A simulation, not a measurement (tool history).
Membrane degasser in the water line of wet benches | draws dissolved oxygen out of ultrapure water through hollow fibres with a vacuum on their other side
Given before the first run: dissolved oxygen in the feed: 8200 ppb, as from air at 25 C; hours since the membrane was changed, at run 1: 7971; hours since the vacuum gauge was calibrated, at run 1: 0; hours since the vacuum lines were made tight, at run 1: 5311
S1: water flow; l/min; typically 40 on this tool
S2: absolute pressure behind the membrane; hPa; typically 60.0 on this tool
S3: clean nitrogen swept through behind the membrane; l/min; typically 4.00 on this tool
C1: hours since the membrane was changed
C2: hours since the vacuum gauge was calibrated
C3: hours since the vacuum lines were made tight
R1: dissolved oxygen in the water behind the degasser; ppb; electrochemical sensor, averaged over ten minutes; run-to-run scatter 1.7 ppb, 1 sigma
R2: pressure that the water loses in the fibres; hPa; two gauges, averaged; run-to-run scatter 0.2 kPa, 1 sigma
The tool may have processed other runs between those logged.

{"run": 1, "hour": 0.0, "S1": 40, "S2": 60.0, "S3": 4.0, "C1": 7971, "C2": 0, "C3": 5311, "R1": 163.2, "R2": 465.2}
{"run": 2, "hour": 124.6, "S1": 40, "S2": 112.9, "S3": 4.0, "C1": 8096, "C2": 125, "C3": 5435, "R1": 279.4, "R2": 464.5}
{"run": 3, "hour": 269.9, "S1": 40, "S2": 60.0, "S3": 3.31, "C1": 8241, "C2": 270, "C3": 5581, "R1": 174.4, "R2": 465.2}
{"run": 4, "hour": 405.5, "S1": 40, "S2": 60.0, "S3": 3.31, "C1": 8377, "C2": 406, "C3": 5716, "R1": 178.8, "R2": 467.9}
{"run": 5, "hour": 643.9, "S1": 38, "S2": 60.0, "S3": 4.0, "C1": 8615, "C2": 644, "C3": 5955, "R1": 146.3, "R2": 442.5}
{"run": 6, "hour": 836.7, "S1": 38, "S2": 60.0, "S3": 4.0, "C1": 8808, "C2": 837, "C3": 6147, "R1": 147.1, "R2": 443.0}
{"run": 7, "hour": 1069.9, "S1": 38, "S2": 60.0, "S3": 4.0, "C1": 9041, "C2": 1070, "C3": 6380, "R1": 144.2, "R2": 445.4}
{"run": 8, "hour": 1181.3, "S1": 38, "S2": 60.0, "S3": 4.0, "C1": 9153, "C2": 1181, "C3": 6492, "R1": 145.9, "R2": 446.9}
{"run": 9, "hour": 1396.1, "S1": 38, "S2": 60.0, "S3": 4.0, "C1": 9368, "C2": 1396, "C3": 6707, "R1": 148.8, "R2": 445.8}
{"run": 10, "hour": 1609.3, "S1": 37, "S2": 60.0, "S3": 4.0, "C1": 9581, "C2": 1609, "C3": 6920, "R1": 139.6, "R2": 431.7}
{"run": 11, "hour": 1752.2, "S1": 37, "S2": 60.0, "S3": 4.0, "C1": 9724, "C2": 1752, "C3": 7063, "R1": 139.8, "R2": 433.5}
{"run": 12, "hour": 1955.9, "S1": 37, "S2": 60.0, "S3": 4.0, "C1": 9927, "C2": 1956, "C3": 7267, "R1": 136.5, "R2": 436.7}
{"run": 13, "hour": 2148.6, "S1": 40, "S2": 60.0, "S3": 4.0, "C1": 10120, "C2": 2149, "C3": 7459, "R1": 160.7, "R2": 469.3}
{"run": 14, "hour": 2357.5, "S1": 40, "S2": 60.0, "S3": 11.62, "C1": 10329, "C2": 2358, "C3": 7668, "R1": 121.1, "R2": 470.2}
{"run": 15, "hour": 2625.4, "S1": 40, "S2": 60.0, "S3": 11.62, "C1": 10597, "C2": 2625, "C3": 7936, "R1": 121.7, "R2": 467.5}
{"run": 16, "hour": 2763.3, "S1": 40, "S2": 60.0, "S3": 11.62, "C1": 10735, "C2": 2763, "C3": 8074, "R1": 121.3, "R2": 471.4}
{"run": 17, "hour": 2998.6, "S1": 40, "S2": 60.0, "S3": 11.62, "C1": 10970, "C2": 2999, "C3": 8309, "R1": 122.9, "R2": 468.1}
{"run": 18, "hour": 3257.8, "S1": 40, "S2": 77.2, "S3": 8.66, "C1": 11229, "C2": 3258, "C3": 8568, "R1": 147.9, "R2": 473.5}
{"run": 19, "hour": 3509.2, "S1": 40, "S2": 77.2, "S3": 8.66, "C1": 11481, "C2": 3509, "C3": 8820, "R1": 147.3, "R2": 472.8}
{"run": 20, "hour": 3675.3, "S1": 40, "S2": 77.2, "S3": 8.66, "C1": 11647, "C2": 3675, "C3": 8986, "R1": 147.2, "R2": 470.7}
{"run": 21, "hour": 3930.5, "S1": 41, "S2": 60.0, "S3": 1.73, "C1": 11902, "C2": 3930, "C3": 9241, "R1": 245.2, "R2": 486.8}
{"run": 22, "hour": 4132.5, "S1": 41, "S2": 60.0, "S3": 1.73, "C1": 12104, "C2": 4132, "C3": 9443, "R1": 245.6, "R2": 484.2}
{"run": 23, "hour": 4306.5, "S1": 47, "S2": 105.6, "S3": 3.7, "C1": 12278, "C2": 4307, "C3": 9617, "R1": 362.5, "R2": 556.9}
{"run": 24, "hour": 4521.1, "S1": 30, "S2": 60.0, "S3": 2.7, "C1": 12493, "C2": 4521, "C3": 9832, "R1": 111.2, "R2": 354.4}
{"run": 25, "hour": 4769.7, "S1": 40, "S2": 47.8, "S3": 7.53, "C1": 12741, "C2": 4770, "C3": 10080, "R1": 118.1, "R2": 473.6}
{"run": 26, "hour": 4937.8, "S1": 24, "S2": 47.8, "S3": 6.65, "C1": 12909, "C2": 4938, "C3": 10248, "R1": 30.4, "R2": 287.2}
{"run": 27, "hour": 5162.4, "S1": 24, "S2": 47.8, "S3": 6.65, "C1": 13134, "C2": 5162, "C3": 10473, "R1": 30.5, "R2": 282.8}
{"run": 28, "hour": 5343.1, "S1": 24, "S2": 82.2, "S3": 4.14, "C1": 13315, "C2": 5343, "C3": 10654, "R1": 86.5, "R2": 284.7}
{"hour": 5419.2, "done": "seals of the vacuum lines changed"}
{"run": 29, "hour": 5546.7, "S1": 35, "S2": 69.7, "S3": 2.77, "C1": 13516, "C2": 5545, "C3": 127, "R1": 171.9, "R2": 418.9}

Run 30, settings as shown, results not yet in. Your forecast:
{"run": 30, "hour": 5731.3, "S1": 40, "S2": 60.0, "S3": 2.63, "C1": 13701, "C2": 5729, "C3": 312, "R1": "?", "R2": "?"}

R1: 189.7 ppb
R2: 472.2 hPa
If the tool had no hidden condition, the same run with the same run-to-run variation would have returned R1 189.1 ppb, R2 462.0 hPa.
